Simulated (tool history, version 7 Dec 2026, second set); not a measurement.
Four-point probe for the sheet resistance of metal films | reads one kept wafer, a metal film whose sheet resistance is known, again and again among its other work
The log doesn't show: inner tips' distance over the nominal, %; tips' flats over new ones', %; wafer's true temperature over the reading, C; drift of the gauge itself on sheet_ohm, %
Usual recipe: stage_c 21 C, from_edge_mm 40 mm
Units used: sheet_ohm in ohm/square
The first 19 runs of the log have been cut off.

run	hour	stage_c	from_edge_mm	touches since the probe head was changed	hours of work since the stage's thermometer was calibrated	sheet_ohm
20	1925.9	20	51	121056	543	2.05088
21	2040	25	8	126338	634	2.061789
22	2145.9	23	42	131244	718	2.0462
23	2216.3	28	8	134504	774	2.059256
24	2309.4	30	67	138817	848	2.039719
25	2435.8	30	67	144668	949	2.03996
26	2545.9	31	40	149770	1037	2.038996
27	2601.2	21	53	152329	1081	2.045643
28	2677.7	22	29	155872	1141	2.046546
29	2751.6	22	29	159293	1200	2.045744
30	2867.9	20	24	164680	1293	2.047287
31	2964.7	19	15	169162	1370	2.050999
32	3021.1	21	14	171776	1415	2.049233
# hour 3075.4: new probe head fitted
# hour 3114.3: stage's thermometer calibrated
33	3143.5	21	14	3134	23	2.075369
34	3228.8	21	64	7082	91	2.069985
35	3362.1	27	3	13258	197	2.179532
36	3422.7	19	37	16061	245	2.070283

Predict each of these 3 candidate next runs independently; none follows another, all start after run 36:
A	3496.4	29	33	19478	304	?
B	3496.4	29	3	19478	304	?
C	3496.4	21	8	19478	304	?

run	sheet_ohm
A	2.062334
B	2.177529
C	2.085071
Had the tool no hidden state, the same runs would have come out as:
run	sheet_ohm
A	2.055248
B	2.170085
C	2.077932

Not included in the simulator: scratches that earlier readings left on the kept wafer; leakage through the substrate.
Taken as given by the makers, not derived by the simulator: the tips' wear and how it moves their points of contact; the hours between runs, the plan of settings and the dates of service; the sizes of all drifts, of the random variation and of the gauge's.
